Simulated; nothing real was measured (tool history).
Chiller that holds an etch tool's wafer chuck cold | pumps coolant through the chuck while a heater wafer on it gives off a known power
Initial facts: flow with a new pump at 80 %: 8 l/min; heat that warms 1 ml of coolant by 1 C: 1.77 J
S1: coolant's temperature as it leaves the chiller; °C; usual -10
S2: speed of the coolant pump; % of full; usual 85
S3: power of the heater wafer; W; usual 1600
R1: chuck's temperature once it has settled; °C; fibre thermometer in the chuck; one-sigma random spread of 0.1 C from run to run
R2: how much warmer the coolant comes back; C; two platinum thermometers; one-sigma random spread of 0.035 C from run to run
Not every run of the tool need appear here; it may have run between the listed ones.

{"run": 1, "day": 0.0, "S1": -10, "S2": 85, "S3": 1600, "R1": 4.8, "R2": 6.54}
{"run": 2, "day": 1.812, "S1": -10, "S2": 85, "S3": 1600, "R1": 4.8, "R2": 6.55}
{"run": 3, "day": 4.646, "S1": -15, "S2": 85, "S3": 1600, "R1": -0.2, "R2": 6.58}
{"run": 4, "day": 6.271, "S1": -15, "S2": 85, "S3": 1600, "R1": -0.3, "R2": 6.58}
{"run": 5, "day": 8.921, "S1": -15, "S2": 85, "S3": 1600, "R1": -0.1, "R2": 6.59}
{"run": 6, "day": 11.45, "S1": -12, "S2": 85, "S3": 1600, "R1": 2.8, "R2": 6.6}
{"day": 11.962, "done": "coolant pump overhauled"}
{"run": 7, "day": 14.879, "S1": -12, "S2": 79, "S3": 1600, "R1": 3.8, "R2": 7.28}
{"run": 8, "day": 17.775, "S1": -12, "S2": 65, "S3": 1600, "R1": 6.3, "R2": 9.04}
{"day": 20.896, "done": "coolant pump overhauled, once more"}
{"run": 9, "day": 21.525, "S1": -12, "S2": 68, "S3": 1600, "R1": 5.1, "R2": 8.03}
{"run": 10, "day": 24.112, "S1": -12, "S2": 68, "S3": 1600, "R1": 4.9, "R2": 8.1}
{"run": 11, "day": 27.554, "S1": -10, "S2": 65, "S3": 1600, "R1": 7.8, "R2": 8.51}
{"day": 29.071, "done": "chiller's thermometer calibrated"}
{"run": 12, "day": 30.833, "S1": -10, "S2": 91, "S3": 1600, "R1": 3.6, "R2": 5.84}
{"run": 13, "day": 33.925, "S1": -10, "S2": 70, "S3": 965, "R1": 0.2, "R2": 4.76}
{"run": 14, "day": 36.521, "S1": -10, "S2": 70, "S3": 965, "R1": 0.2, "R2": 4.75}
{"run": 15, "day": 39.567, "S1": -10, "S2": 70, "S3": 965, "R1": 0, "R2": 4.79}
{"run": 16, "day": 41.825, "S1": -7, "S2": 94, "S3": 2117, "R1": 10.8, "R2": 7.56}
{"run": 17, "day": 43.3, "S1": -1, "S2": 94, "S3": 2117, "R1": 16.7, "R2": 7.58}
{"run": 18, "day": 45.354, "S1": -1, "S2": 94, "S3": 2117, "R1": 17, "R2": 7.57}
{"run": 19, "day": 47.396, "S1": -5, "S2": 95, "S3": 1153, "R1": 4.7, "R2": 4.04}

Expected results for the next run?
{"run": 20, "day": 49.667, "S1": -5, "S2": 61, "S3": 1188, "R1": "?", "R2": "?"}

Run 20 gave R1 8.8 °C, R2 6.79 C.
Take away the tool's hidden state, keep the run-to-run variation as it was, and the same run would have given R1 7.6 °C, R2 6.68 C.
